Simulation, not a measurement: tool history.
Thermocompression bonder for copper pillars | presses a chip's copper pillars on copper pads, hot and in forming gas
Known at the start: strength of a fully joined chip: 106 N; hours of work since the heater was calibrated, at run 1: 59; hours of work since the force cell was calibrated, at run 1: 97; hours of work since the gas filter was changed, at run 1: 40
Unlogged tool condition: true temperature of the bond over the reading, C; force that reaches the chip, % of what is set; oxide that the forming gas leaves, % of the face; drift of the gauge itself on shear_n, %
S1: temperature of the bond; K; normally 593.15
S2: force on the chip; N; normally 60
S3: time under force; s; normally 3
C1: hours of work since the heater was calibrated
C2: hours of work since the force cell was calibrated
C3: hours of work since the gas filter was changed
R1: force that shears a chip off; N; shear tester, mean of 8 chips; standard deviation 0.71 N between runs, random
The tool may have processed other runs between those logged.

run 1 hour=0.0 | S1=593.15 S2=60 S3=3 | C1=59 C2=97 C3=40 | R1=68.9
run 2 hour=5.3 | S1=593.15 S2=60 S3=3 | C1=62 C2=100 C3=43 | R1=67.9
run 3 hour=11.0 | S1=593.15 S2=60 S3=3 | C1=66 C2=103 C3=46 | R1=69.4
run 4 hour=16.9 | S1=593.15 S2=60 S3=3 | C1=69 C2=107 C3=50 | R1=68.3
run 5 hour=28.0 | S1=593.15 S2=60 S3=3 | C1=76 C2=113 C3=56 | R1=68.7
run 6 hour=38.0 | S1=593.15 S2=60 S3=3 | C1=82 C2=119 C3=62 | R1=67.7
run 7 hour=49.2 | S1=579.15 S2=60 S3=3 | C1=88 C2=126 C3=69 | R1=62.0
run 8 hour=57.9 | S1=579.15 S2=60 S3=3 | C1=93 C2=131 C3=74 | R1=61.5
run 9 hour=63.7 | S1=583.15 S2=42 S3=3 | C1=97 C2=135 C3=77 | R1=52.2
run 10 hour=73.3 | S1=593.15 S2=60 S3=3 | C1=103 C2=140 C3=83 | R1=67.0
run 11 hour=84.0 | S1=574.15 S2=39 S3=7 | C1=109 C2=147 C3=89 | R1=59.8
run 12 hour=93.9 | S1=604.15 S2=53 S3=5 | C1=115 C2=153 C3=95 | R1=76.7
run 13 hour=101.3 | S1=609.15 S2=57 S3=4 | C1=119 C2=157 C3=100 | R1=77.5
run 14 hour=111.7 | S1=610.15 S2=51 S3=2 | C1=125 C2=163 C3=106 | R1=62.4

What if the next run were any one of these 4? Each begins from the tool's condition after run 14:
run A hour=117.6 | S1=588.15 S2=76 S3=2 | C1=129 C2=167 C3=109 | R1=?
run B hour=117.6 | S1=610.15 S2=51 S3=4 | C1=129 C2=167 C3=109 | R1=?
run C hour=117.6 | S1=588.15 S2=39 S3=5 | C1=129 C2=167 C3=109 | R1=?
run D hour=117.6 | S1=610.15 S2=51 S3=5 | C1=129 C2=167 C3=109 | R1=?

run=A R1=63.3
run=B R1=74.8
run=C R1=60.3
run=D R1=77.8
With no hidden state in the tool, these same runs would have given:
run=A R1=64.5
run=B R1=76.3
run=C R1=61.4
run=D R1=79.4
